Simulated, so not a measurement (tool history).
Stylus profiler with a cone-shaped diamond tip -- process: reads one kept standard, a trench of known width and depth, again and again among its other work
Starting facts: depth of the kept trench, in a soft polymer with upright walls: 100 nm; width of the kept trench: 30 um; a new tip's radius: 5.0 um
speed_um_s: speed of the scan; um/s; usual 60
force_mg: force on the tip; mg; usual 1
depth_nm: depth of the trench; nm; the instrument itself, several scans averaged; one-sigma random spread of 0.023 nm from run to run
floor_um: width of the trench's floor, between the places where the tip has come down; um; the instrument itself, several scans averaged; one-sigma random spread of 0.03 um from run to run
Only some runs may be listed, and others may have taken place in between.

run   hour  speed_um_s  force_mg  depth_nm  floor_um
  1      0          60         1    100.32      27.1
  2     15          60         1     100.3     27.13
  3   42.6          60         1    100.32     27.04
  4   55.7          60         1    100.29     27.04
  5   80.3          60         1    100.26     27.04
  6  106.5          60         1    100.29     27.01
  7  131.5          60      0.89    100.24     27.02
  8  161.7          60      0.89    100.24     26.96
  9  174.3          60      0.53    100.09     26.92
 10  189.1          60      0.53    100.09     26.86
 11  215.9          60      0.53    100.11     26.93
 12  232.7         181      2.61    100.73     26.83
 13  245.6         181      2.61    100.71     26.73
 14  266.7          29      0.97    100.23     27.05
 15  288.7          29      0.97     100.2     27.06
 16  307.4          48      1.96    100.53        27
 17  329.6          48      1.96    100.57     27.05
 18  350.4          89      0.75    100.14     26.72
 19  373.5          41      1.18    100.31     26.89
 20    387          41      1.18    100.29     26.98
 21  399.5          37      0.45    100.02     26.93

3 options for the next run, each taken on its own from the tool as it stands now. Forecast them:
  A  427.2          24      0.62         ?         ?
  B  427.2          50      0.72         ?         ?
  C  427.2         207      0.75         ?         ?

run  depth_nm  floor_um
  A    100.07     26.98
  B    100.14     26.86
  C     100.1     26.23
What these runs would have given with no unlogged condition in the tool:
run  depth_nm  floor_um
  A    100.36     27.93
  B    100.43     27.81
  C    100.39     27.18
